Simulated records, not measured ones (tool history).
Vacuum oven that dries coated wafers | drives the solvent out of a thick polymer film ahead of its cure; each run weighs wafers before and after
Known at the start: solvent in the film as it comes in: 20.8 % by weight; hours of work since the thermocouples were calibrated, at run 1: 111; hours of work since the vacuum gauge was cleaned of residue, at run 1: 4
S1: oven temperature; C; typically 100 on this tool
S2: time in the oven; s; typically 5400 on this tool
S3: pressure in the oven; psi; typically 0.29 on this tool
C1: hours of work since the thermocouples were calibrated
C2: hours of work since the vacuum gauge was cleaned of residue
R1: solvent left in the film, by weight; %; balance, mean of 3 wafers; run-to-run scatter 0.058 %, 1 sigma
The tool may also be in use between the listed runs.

run,hour,S1,S2,S3,C1,C2,R1
1,0,100,5400,0.29,111,4,2.91
2,5.2,100,5520,0.29,115,8,2.59
3,11.5,100,4320,0.29,119,12,3.62
4,16.6,100,4320,0.29,123,16,3.56
5,23.7,100,4320,0.29,128,21,3.7
6,33.9,100,4320,0.29,135,28,3.65
7,42.1,100,4320,0.193,141,34,3.21
8,50.3,111,5400,0.29,147,40,1.36
9,56.6,112,5400,0.29,152,45,1.18
10,66.5,100,5400,0.761,159,52,5.57
11,72.5,104,5400,0.29,163,56,2.16
12,84,104,5400,0.29,172,64,2.08
13,93,114,5400,0.29,178,71,1.19
14,104.2,100,5400,0.29,186,79,2.85
15,111.6,100,5400,0.29,191,84,2.86
16,121.8,100,5400,0.29,199,92,2.86
17,129.1,100,5400,0.29,204,97,2.94
18,136.6,100,5400,0.29,209,102,2.9
19,147.4,100,5400,0.29,217,110,2.89
20,156.3,100,5400,0.502,224,116,4.19
21,165.4,100,5400,0.29,230,123,2.83
22,170.9,100,5400,0.29,234,127,2.98
23,176.2,100,5400,0.29,238,131,2.97
24,184.8,109,8580,0.342,244,137,1.57
25,194.6,109,8580,0.342,251,144,1.39
26,205.9,91,5400,0.29,259,152,5.62
27,213,91,5400,0.29,264,157,5.75
28,223.5,97,4320,0.358,272,165,5.12
29,232.7,92,5340,0.29,279,171,5.46
30,243.9,100,5340,0.837,287,179,6.09
31,254.2,102,6180,0.484,294,187,3.32
32,265.1,102,6180,0.484,302,195,3.09
33,271,97,5400,1.06,306,199,8.17
34,276.4,100,4740,1.096,310,203,7.7
35,282.6,100,3120,0.29,314,207,5.44
36,289,115,9300,0.29,319,212,1.07
37,301.3,115,9300,0.29,328,221,1.07
38,306.8,89,5400,0.352,332,225,6.97
39,318.6,114,4800,0.29,340,233,1.22
40,325,100,2760,0.29,345,238,6
41,337.3,109,7080,0.29,354,247,1.49
42,343.7,109,7080,0.29,358,251,1.41
43,348.8,109,7080,0.29,362,255,1.38
44,355.7,109,2940,0.29,367,260,3.13
45,365.2,86,5100,0.29,374,267,7.92
46,371.8,103,5400,0.801,379,271,4.94

Consider 5 possible next runs. They are alternatives, not a sequence: every one starts from the tool as it was left by run 46. What does each give?
A,382.9,97,9180,1.082,387,279,?
B,382.9,103,3840,0.828,387,279,?
C,382.9,103,5580,0.801,387,279,?
D,382.9,114,5400,0.848,387,279,?
E,382.9,103,5820,0.911,387,279,?

run,R1
A,7.51
B,6.02
C,4.95
D,3.26
E,5.41
Stripped of hidden state, with their random variation kept, the same runs would have yielded:
run,R1
A,7.23
B,5.77
C,4.73
D,3.13
E,5.18
